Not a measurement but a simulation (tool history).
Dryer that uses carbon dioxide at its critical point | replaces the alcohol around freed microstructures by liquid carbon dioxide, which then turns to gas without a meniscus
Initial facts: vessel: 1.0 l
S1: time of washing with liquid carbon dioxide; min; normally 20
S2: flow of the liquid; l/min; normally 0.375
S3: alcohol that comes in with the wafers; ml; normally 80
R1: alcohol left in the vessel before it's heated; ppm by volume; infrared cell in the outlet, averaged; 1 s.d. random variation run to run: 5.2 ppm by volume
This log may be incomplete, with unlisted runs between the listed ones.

run 1 hour=0.0 | S1=20 S2=0.375 S3=80 | R1=118
run 2 hour=10.5 | S1=20 S2=0.375 S3=80 | R1=114
run 3 hour=17.2 | S1=20 S2=0.375 S3=80 | R1=110
run 4 hour=23.4 | S1=20 S2=0.375 S3=80 | R1=109
run 5 hour=28.8 | S1=20 S2=0.375 S3=80 | R1=111
run 6 hour=34.9 | S1=20 S2=0.322 S3=80 | R1=262
run 7 hour=39.9 | S1=20 S2=0.322 S3=80 | R1=274
run 8 hour=48.1 | S1=20 S2=0.322 S3=80 | R1=271
run 9 hour=54.0 | S1=21 S2=0.375 S3=80 | R1=98
run 10 hour=59.2 | S1=20 S2=0.375 S3=80 | R1=115
run 11 hour=64.2 | S1=20 S2=0.375 S3=80 | R1=112
run 12 hour=74.2 | S1=20 S2=0.375 S3=80 | R1=126
run 13 hour=84.5 | S1=20 S2=0.375 S3=28 | R1=59
run 14 hour=93.9 | S1=20 S2=0.375 S3=28 | R1=55
run 15 hour=102.6 | S1=20 S2=0.375 S3=80 | R1=122
run 16 hour=113.3 | S1=20 S2=0.375 S3=80 | R1=127
run 17 hour=122.4 | S1=23 S2=0.375 S3=80 | R1=56
run 18 hour=128.5 | S1=23 S2=0.375 S3=80 | R1=61
run 19 hour=139.3 | S1=23 S2=0.375 S3=80 | R1=52
run 20 hour=144.3 | S1=23 S2=0.375 S3=80 | R1=58
run 21 hour=151.1 | S1=23 S2=0.375 S3=80 | R1=60
run 22 hour=158.6 | S1=23 S2=0.375 S3=80 | R1=61
run 23 hour=167.4 | S1=24 S2=0.375 S3=55 | R1=35
run 24 hour=177.9 | S1=24 S2=0.601 S3=52 | R1=22
run 25 hour=184.7 | S1=22 S2=0.355 S3=26 | R1=49
run 26 hour=189.8 | S1=14 S2=0.375 S3=103 | R1=996
run 27 hour=194.9 | S1=16 S2=0.474 S3=58 | R1=93
run 28 hour=203.6 | S1=23 S2=0.630 S3=33 | R1=27
run 29 hour=212.9 | S1=16 S2=0.539 S3=23 | R1=28
run 30 hour=219.4 | S1=14 S2=0.247 S3=25 | R1=1232
run 31 hour=227.6 | S1=14 S2=0.247 S3=25 | R1=1158
run 32 hour=232.5 | S1=21 S2=0.247 S3=40 | R1=435
run 33 hour=240.2 | S1=14 S2=0.375 S3=73 | R1=716
run 34 hour=250.9 | S1=20 S2=0.493 S3=80 | R1=45
run 35 hour=256.2 | S1=22 S2=0.364 S3=105 | R1=110
run 36 hour=261.3 | S1=29 S2=0.375 S3=28 | R1=34
run 37 hour=270.9 | S1=20 S2=0.375 S3=28 | R1=63
run 38 hour=277.7 | S1=22 S2=0.337 S3=100 | R1=173
run 39 hour=288.4 | S1=22 S2=0.337 S3=100 | R1=168
run 40 hour=297.3 | S1=20 S2=0.523 S3=28 | R1=30

What if the next run were any one of these 3? Each begins from the tool's condition after run 40:
run A hour=304.3 | S1=21 S2=0.553 S3=80 | R1=?
run B hour=304.3 | S1=20 S2=0.349 S3=42 | R1=?
run C hour=304.3 | S1=20 S2=0.375 S3=54 | R1=?

run=A R1=23
run=B R1=111
run=C R1=102
With the hidden condition removed and each run's random variation left untouched, the same runs would have given:
run=A R1=0
run=B R1=68
run=C R1=63
